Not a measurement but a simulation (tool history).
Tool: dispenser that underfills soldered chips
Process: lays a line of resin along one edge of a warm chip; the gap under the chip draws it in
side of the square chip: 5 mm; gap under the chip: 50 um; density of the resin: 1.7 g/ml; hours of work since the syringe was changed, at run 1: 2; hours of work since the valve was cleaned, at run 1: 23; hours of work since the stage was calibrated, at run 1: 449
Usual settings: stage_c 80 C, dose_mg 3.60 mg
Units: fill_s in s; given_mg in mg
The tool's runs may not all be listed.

| run | day | stage_c | dose_mg | hours of work since the syringe was changed | hours of work since the valve was cleaned | hours of work since the stage was calibrated | fill_s | given_mg |
|---|---|---|---|---|---|---|---|---|
| 1 | 0.000 | 80 | 3.60 | 2 | 23 | 449 | 34.7 | 3.51 |
| 2 | 0.429 | 80 | 3.60 | 10 | 31 | 457 | 49.7 | 3.46 |
|  | 0.483 | new syringe of resin |
| 3 | 0.862 | 80 | 3.60 | 7 | 39 | 465 | 42.9 | 3.53 |
|  | 1.096 | new syringe of resin |
| 4 | 1.308 | 80 | 3.60 | 4 | 47 | 473 | 37.5 | 3.38 |
|  | 1.688 | new syringe of resin |
| 5 | 1.904 | 80 | 3.60 | 4 | 58 | 484 | 38.2 | 3.38 |
| 6 | 2.183 | 80 | 3.60 | 9 | 63 | 490 | 47.4 | 3.34 |
|  | 2.275 | new syringe of resin |
|  | 2.654 | dispensing valve cleaned and set on the balance |
| 7 | 2.688 | 80 | 3.60 | 7 | 1 | 498 | 43.5 | 3.59 |
|  | 2.904 | new syringe of resin |
| 8 | 3.138 | 80 | 3.60 | 4 | 9 | 506 | 38.2 | 3.60 |
|  | 3.538 | new syringe of resin |
|  | 3.771 | stage's temperature calibrated |
| 9 | 3.779 | 80 | 3.60 | 4 | 20 | 0 | 35.5 | 3.55 |
|  | 4.183 | new syringe of resin |
| 10 | 4.183 | 80 | 3.60 | 0 | 27 | 8 | 30.6 | 3.47 |
| 11 | 4.642 | 80 | 3.60 | 9 | 36 | 16 | 43.8 | 3.48 |
|  | 4.796 | new syringe of resin |
| 12 | 5.254 | 80 | 3.60 | 9 | 47 | 27 | 44.3 | 3.49 |
|  | 5.404 | new syringe of resin |
| 13 | 5.942 | 80 | 3.66 | 10 | 60 | 40 | 45.8 | 3.43 |
|  | 5.992 | new syringe of resin |
|  | 6.617 | new syringe of resin |
|  | 6.658 | dispensing valve cleaned and set on the balance |
| 14 | 6.662 | 67 | 4.17 | 0 | 0 | 52 | 55.6 | 4.13 |
| 15 | 7.196 | 70 | 4.65 | 10 | 10 | 62 | 73.1 | 4.65 |
|  | 7.254 | new syringe of resin |
| 16 | 7.738 | 70 | 4.65 | 9 | 20 | 72 | 69.7 | 4.64 |
|  | 7.838 | new syringe of resin |
| 17 | 8.071 | 66 | 4.57 | 4 | 26 | 78 | 69.8 | 4.47 |
| 18 | 8.396 | 66 | 3.94 | 11 | 32 | 84 | 93.4 | 3.78 |
|  | 8.438 | new syringe of resin |
| 19 | 8.938 | 85 | 4.15 | 9 | 42 | 94 | 35.7 | 4.00 |
|  | 9.042 | new syringe of resin |
| 20 | 9.571 | 79 | 3.32 | 10 | 54 | 106 | 49.9 | 3.06 |
|  | 9.625 | new syringe of resin |
| 21 | 9.892 | 79 | 3.32 | 5 | 60 | 112 | 39.9 | 3.16 |
|  | 10.208 | new syringe of resin |
| 22 | 10.471 | 79 | 3.32 | 5 | 70 | 122 | 39.4 | 3.07 |
|  | 10.575 | dispensing valve cleaned and set on the balance |
|  | 10.850 | new syringe of resin |
| 23 | 11.025 | 70 | 4.61 | 3 | 8 | 132 | 55.2 | 4.57 |

Forecast each of these 4 alternatives for the next run:
|  | 11.438 | new syringe of resin |
| A | 11.525 | 87 | 3.64 | 2 | 17 | 141 | ? | ? |
|  | 11.438 | new syringe of resin |
| B | 11.525 | 79 | 4.61 | 2 | 17 | 141 | ? | ? |
|  | 11.438 | new syringe of resin |
| C | 11.525 | 66 | 4.28 | 2 | 17 | 141 | ? | ? |
|  | 11.438 | new syringe of resin |
| D | 11.525 | 67 | 3.60 | 2 | 17 | 141 | ? | ? |

| run | fill_s | given_mg |
|---|---|---|
| A | 23.2 | 3.61 |
| B | 33.8 | 4.49 |
| C | 62.0 | 4.18 |
| D | 60.0 | 3.52 |
Without the tool's hidden state the same runs would have given:
| run | fill_s | given_mg |
|---|---|---|
| A | 21.3 | 3.68 |
| B | 31.1 | 4.58 |
| C | 56.9 | 4.25 |
| D | 55.0 | 3.58 |
